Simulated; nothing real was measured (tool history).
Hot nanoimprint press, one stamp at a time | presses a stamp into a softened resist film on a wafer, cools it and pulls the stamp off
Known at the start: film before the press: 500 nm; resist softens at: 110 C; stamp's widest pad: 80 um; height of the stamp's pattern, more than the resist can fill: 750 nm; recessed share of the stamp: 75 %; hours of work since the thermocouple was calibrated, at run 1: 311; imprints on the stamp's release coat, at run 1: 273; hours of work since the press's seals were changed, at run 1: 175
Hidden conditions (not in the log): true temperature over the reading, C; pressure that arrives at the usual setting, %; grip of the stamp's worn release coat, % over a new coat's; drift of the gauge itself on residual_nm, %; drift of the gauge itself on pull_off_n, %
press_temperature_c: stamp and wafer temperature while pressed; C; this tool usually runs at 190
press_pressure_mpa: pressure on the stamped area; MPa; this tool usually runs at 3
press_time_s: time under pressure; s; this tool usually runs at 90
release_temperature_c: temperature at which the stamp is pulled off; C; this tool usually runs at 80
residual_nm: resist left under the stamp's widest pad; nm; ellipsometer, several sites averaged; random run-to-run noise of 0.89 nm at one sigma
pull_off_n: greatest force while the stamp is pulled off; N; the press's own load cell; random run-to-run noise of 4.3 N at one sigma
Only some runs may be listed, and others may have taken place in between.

run   hour  press_temperature_c  press_pressure_mpa  press_time_s  release_temperature_c  hours of work since the thermocouple was calibrated  imprints on the stamp's release coat  hours of work since the press's seals were changed  residual_nm  pull_off_n
  1      0                  190                   3            90                     80                                                  311                                   273                                                 175          289         209
  2   40.1                  190                   3            90                     80                                                  330                                   401                                                 195        289.2         207
  3   86.9                  190                   3            90                     80                                                  352                                   551                                                 217        289.7         206
  4  122.6                  190                   3            90                     80                                                  370                                   665                                                 234        288.6         212
  5    153                  190                   3            90                     80                                                  384                                   762                                                 249        289.4         207
  6  196.5                  190                   3            90                     80                                                  405                                   901                                                 270        290.9         199
  7  233.1                  190                   3            90                     80                                                  423                                  1018                                                 287        289.6         213
  8  278.1                  190                   3            90                     80                                                  444                                  1162                                                 309        289.7         211
  9  313.4                  190                   3            90                     80                                                  461                                  1275                                                 326        288.9         212
 10  336.4                  190                   3            78                     80                                                  472                                  1349                                                 337        302.4         211
 11  359.4                  190                   3            78                     80                                                  483                                  1422                                                 348        301.5         211
       373  -- plate thermocouple calibrated
 12  408.3                  190                   3            78                     80                                                   17                                  1569                                                 370        303.8         205
 13  441.9                  190                   3            78                     80                                                   33                                  1677                                                 386        303.4         212
 14  467.8                  183                   3            63                     86                                                   46                                  1760                                                 399          374         198
 15  513.7                  183                   3            63                     86                                                   68                                  1906                                                 421          373         192
     560.7  -- stamp cleaned and given a new release coat
 16  562.9                  183                2.57            66                     86                                                   88                                     6                                                 441          385         201
 17  589.3                  190                3.08            90                     80                                                  101                                    91                                                 454        285.9         213
 18  630.1                  193                3.08           102                     85                                                  121                                   221                                                 474          254         199
 19  664.5                  193                3.08           102                     85                                                  137                                   332                                                 490        253.4         192
 20  703.6                  193                3.08           102                     85                                                  156                                   456                                                 509        253.8         197
 21  742.6                  185                3.08           102                     82                                                  175                                   581                                                 528        313.3         203
 22  766.6                  185                3.08            95                     81                                                  186                                   658                                                 539        319.2         201
 23  786.6                  185                3.08            95                     81                                                  196                                   722                                                 549        318.3         203
 24  809.7                  185                3.08            95                     81                                                  207                                   796                                                 560        320.8         211

Run 25 has not been measured yet. What should we expect?
     841.8  -- press's hydraulic seals changed and the load cell set to zero
 25  862.7                  185                3.08            95                     81                                                  229                                   940                                                  10            ?           ?

residual_nm: 321.1 nm
pull_off_n: 217 N
Were there no unlogged condition in the tool, this run, its random variation unchanged, would have produced residual_nm 321 nm, pull_off_n 215 N.

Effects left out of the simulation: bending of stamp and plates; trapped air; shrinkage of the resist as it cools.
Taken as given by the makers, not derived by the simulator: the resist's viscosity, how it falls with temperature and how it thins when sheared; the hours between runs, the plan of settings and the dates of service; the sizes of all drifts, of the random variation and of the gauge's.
